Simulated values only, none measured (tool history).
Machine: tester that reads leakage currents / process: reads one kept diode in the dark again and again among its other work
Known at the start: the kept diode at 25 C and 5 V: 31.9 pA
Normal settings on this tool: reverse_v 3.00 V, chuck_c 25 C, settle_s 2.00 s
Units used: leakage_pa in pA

run,day,reverse_v,chuck_c,settle_s,leakage_pa
1,0.000,3.00,25,2.00,24.42
2,3.388,3.00,25,2.00,24.37
3,8.417,3.00,25,2.00,24.44
4,11.942,3.00,25,2.00,24.42
5,15.646,3.00,25,2.00,24.20
6,19.596,3.00,25,3.04,24.26
7,23.012,3.00,25,2.00,24.36
8,28.250,12.19,25,2.00,54.34
9,31.458,12.19,25,2.00,54.61
10,34.412,12.19,25,2.00,54.41
11,40.596,12.19,25,2.00,54.60
12,44.950,12.19,25,2.00,54.34
13,49.846,12.19,25,2.00,54.47
14,55.554,12.19,25,2.00,54.34
15,60.954,12.19,25,2.00,54.71
16,67.200,12.19,25,2.00,54.52
# day 67.783: chuck's temperature calibrated
17,73.367,3.00,25,2.00,24.60
18,76.812,3.00,22,2.00,18.36
# day 79.329: probe card cleaned and baked
19,80.750,3.00,49,2.00,206.21
20,84.667,1.18,25,2.00,14.48
21,89.042,3.12,22,5.22,18.59
22,94.546,3.12,30,0.58,40.84
23,97.138,3.12,30,0.58,40.89
24,100.808,3.12,30,0.58,40.85
# day 102.758: tester calibrated
25,104.646,3.12,30,0.58,40.94
26,107.492,3.93,51,2.00,284.70
27,110.846,1.01,55,2.80,182.07
28,114.800,1.01,55,2.80,181.12
29,119.008,5.09,34,1.35,76.14
30,123.142,5.09,34,1.35,76.35
31,125.867,1.01,37,2.00,39.45
32,129.167,1.01,37,2.00,39.67
33,135.275,1.01,49,3.19,112.37
34,138.121,3.39,24,6.37,23.47
35,143.117,3.00,50,2.00,223.06
36,148.125,3.94,25,2.61,28.44
37,153.912,3.94,25,2.61,28.36
# day 155.762: chuck's temperature calibrated
38,156.925,6.01,25,2.00,36.33
39,159.912,2.22,39,0.39,75.31
40,166.058,5.74,25,4.25,34.96

Per-run results on a tool with no hidden state, each run keeping its own random variation:
Hidden state present: stray current of the dirty probe card, pA a volt; current scale over the true one, %; true chuck temperature over the reading, C; drift of the gauge itself on leakage_pa, %.
run,leakage_pa
1,24.42
2,24.37
3,24.43
4,24.42
5,24.19
6,24.26
7,24.36
8,54.30
9,54.57
10,54.37
11,54.55
12,54.29
13,54.42
14,54.29
15,54.66
16,54.46
17,24.58
18,18.34
19,206.29
20,14.48
21,18.60
22,40.85
23,40.90
24,40.86
25,40.96
26,284.82
27,182.16
28,181.21
29,76.17
30,76.38
31,39.47
32,39.70
33,112.45
34,23.48
35,223.20
36,28.44
37,28.36
38,36.30
39,75.31
40,34.93
